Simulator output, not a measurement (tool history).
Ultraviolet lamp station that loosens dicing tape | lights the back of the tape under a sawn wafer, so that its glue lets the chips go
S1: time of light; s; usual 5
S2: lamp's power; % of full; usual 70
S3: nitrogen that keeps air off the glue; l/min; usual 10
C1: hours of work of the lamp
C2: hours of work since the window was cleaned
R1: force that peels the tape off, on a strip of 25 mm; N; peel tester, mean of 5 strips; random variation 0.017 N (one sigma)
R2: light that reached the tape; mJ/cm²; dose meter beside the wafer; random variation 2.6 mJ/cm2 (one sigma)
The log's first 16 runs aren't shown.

{"run": 17, "day": 22.029, "S1": 5, "S2": 70, "S3": 10, "C1": 108, "C2": 92, "R1": 0.942, "R2": 315}
{"run": 18, "day": 22.988, "S1": 5, "S2": 70, "S3": 10, "C1": 121, "C2": 105, "R1": 0.954, "R2": 309}
{"run": 19, "day": 24.354, "S1": 5, "S2": 62, "S3": 10, "C1": 139, "C2": 124, "R1": 1.184, "R2": 268}
{"run": 20, "day": 25.946, "S1": 5, "S2": 62, "S3": 10, "C1": 161, "C2": 145, "R1": 1.154, "R2": 265}
{"run": 21, "day": 27.979, "S1": 6, "S2": 91, "S3": 10, "C1": 188, "C2": 173, "R1": 0.452, "R2": 460}
{"run": 22, "day": 29.967, "S1": 4, "S2": 91, "S3": 10, "C1": 215, "C2": 200, "R1": 0.949, "R2": 306}
{"run": 23, "day": 31.112, "S1": 6, "S2": 97, "S3": 5, "C1": 230, "C2": 215, "R1": 0.733, "R2": 484}
{"run": 24, "day": 33.0, "S1": 8, "S2": 65, "S3": 5, "C1": 256, "C2": 240, "R1": 0.894, "R2": 423}
{"run": 25, "day": 34.058, "S1": 8, "S2": 65, "S3": 3, "C1": 270, "C2": 255, "R1": 1.279, "R2": 420}
{"run": 26, "day": 35.175, "S1": 4, "S2": 79, "S3": 10, "C1": 285, "C2": 270, "R1": 1.242, "R2": 251}
{"run": 27, "day": 36.167, "S1": 5, "S2": 87, "S3": 11, "C1": 299, "C2": 283, "R1": 0.711, "R2": 343}
{"run": 28, "day": 37.942, "S1": 8, "S2": 70, "S3": 13, "C1": 322, "C2": 307, "R1": 0.394, "R2": 439}
{"run": 29, "day": 39.0, "S1": 2, "S2": 74, "S3": 6, "C1": 337, "C2": 321, "R1": 3.402, "R2": 115}
{"day": 39.221, "done": "window cleaned of glue's vapour"}
{"run": 30, "day": 40.058, "S1": 5, "S2": 70, "S3": 8, "C1": 351, "C2": 11, "R1": 1.223, "R2": 288}
{"run": 31, "day": 41.45, "S1": 2, "S2": 63, "S3": 13, "C1": 370, "C2": 30, "R1": 3.149, "R2": 100}
{"run": 32, "day": 42.875, "S1": 2, "S2": 63, "S3": 5, "C1": 389, "C2": 49, "R1": 4.005, "R2": 104}
{"run": 33, "day": 44.883, "S1": 2, "S2": 63, "S3": 5, "C1": 416, "C2": 76, "R1": 4.151, "R2": 97}

Forecast each of these 3 alternatives for the next run:
{"run": "A", "day": 46.908, "S1": 10, "S2": 74, "S3": 6, "C1": 443, "C2": 104, "R1": "?", "R2": "?"}
{"run": "B", "day": 46.908, "S1": 7, "S2": 63, "S3": 13, "C1": 443, "C2": 104, "R1": "?", "R2": "?"}
{"run": "C", "day": 46.908, "S1": 2, "S2": 92, "S3": 14, "C1": 443, "C2": 104, "R1": "?", "R2": "?"}

run=A R1=0.461 R2=571
run=B R1=0.676 R2=336
run=C R1=2.225 R2=139
Without the tool's hidden state the same runs would have given:
run=A R1=0.318 R2=705
run=B R1=0.455 R2=416
run=C R1=1.753 R2=172
